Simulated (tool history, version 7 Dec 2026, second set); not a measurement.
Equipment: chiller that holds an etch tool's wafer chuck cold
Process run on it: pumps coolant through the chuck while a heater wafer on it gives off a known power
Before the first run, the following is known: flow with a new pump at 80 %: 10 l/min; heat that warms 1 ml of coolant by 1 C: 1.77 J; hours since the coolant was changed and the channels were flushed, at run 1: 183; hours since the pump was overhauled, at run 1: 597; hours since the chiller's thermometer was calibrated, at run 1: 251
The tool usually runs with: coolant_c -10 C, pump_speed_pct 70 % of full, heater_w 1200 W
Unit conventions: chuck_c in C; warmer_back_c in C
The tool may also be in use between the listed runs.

run	hour	coolant_c	pump_speed_pct	heater_w	hours since the coolant was changed and the channels were flushed	hours since the pump was overhauled	hours since the chiller's thermometer was calibrated	chuck_c	warmer_back_c
1	0.0	-10	70	1200	183	597	251	3.5	4.77
2	33.3	-10	70	1200	216	630	284	3.6	4.73
3	80.6	-10	70	1200	263	678	332	3.5	4.68
4	134.1	-10	79	1200	317	731	385	2.3	4.16
5	192.9	-10	79	1200	375	790	444	2.4	4.19
6	228.9	-10	79	1200	411	826	480	2.3	4.28
7	285.3	-10	79	1200	468	882	536	2.5	4.19
8	331.7	-2	70	1200	514	929	583	12.1	4.73
9	375.6	-2	70	1200	558	973	627	11.9	4.76
10	425.8	-10	70	1200	608	1023	677	4.1	4.77
11	463.3	-10	70	603	646	1060	714	-3.1	2.34
12	490.7	-10	70	1200	673	1088	742	3.9	4.76
13	530.1	-10	70	1200	713	1127	781	4.1	4.75
14	585.1	-10	70	1200	768	1182	836	4.3	4.75
15	643.0	-3	79	638	825	1240	894	3.9	2.30
16	681.8	-3	79	638	864	1279	933	3.9	2.23
17	731.1	-9	65	1280	914	1328	982	7.2	5.51
18	795.1	-14	90	1796	978	1392	1046	3.3	5.70
19	851.4	-9	64	1347	1034	1449	1102	8.7	5.86
20	886.7	-10	76	1200	1069	1484	1138	3.7	4.43
21	939.0	-13	76	1200	1122	1536	1190	0.6	4.48
22	994.3	-10	70	1434	1177	1591	1245	7.3	5.77
23	1021.3	-10	86	642	1204	1618	1272	-3.2	2.08
24	1079.2	-5	81	1118	1262	1676	1330	7.1	3.99
25	1126.7	-5	81	1118	1309	1724	1378	7.2	3.91
26	1166.0	-16	78	1118	1349	1763	1417	-3.5	4.07
27	1210.7	-7	62	1249	1393	1808	1462	10.2	5.66

What if the next run were any one of these 3? Each begins from the tool's condition after run 27:
A	1247.1	-10	70	880	1430	1844	1498	?	?
B	1247.1	-10	70	1518	1430	1844	1498	?	?
C	1247.1	-7	84	1621	1430	1844	1498	?	?

run	chuck_c	warmer_back_c
A	0.9	3.57
B	8.7	6.09
C	10.1	5.50
Stripped of hidden state, with their random variation kept, the same runs would have yielded:
run	chuck_c	warmer_back_c
A	-0.5	3.41
B	6.6	5.83
C	8.2	5.27
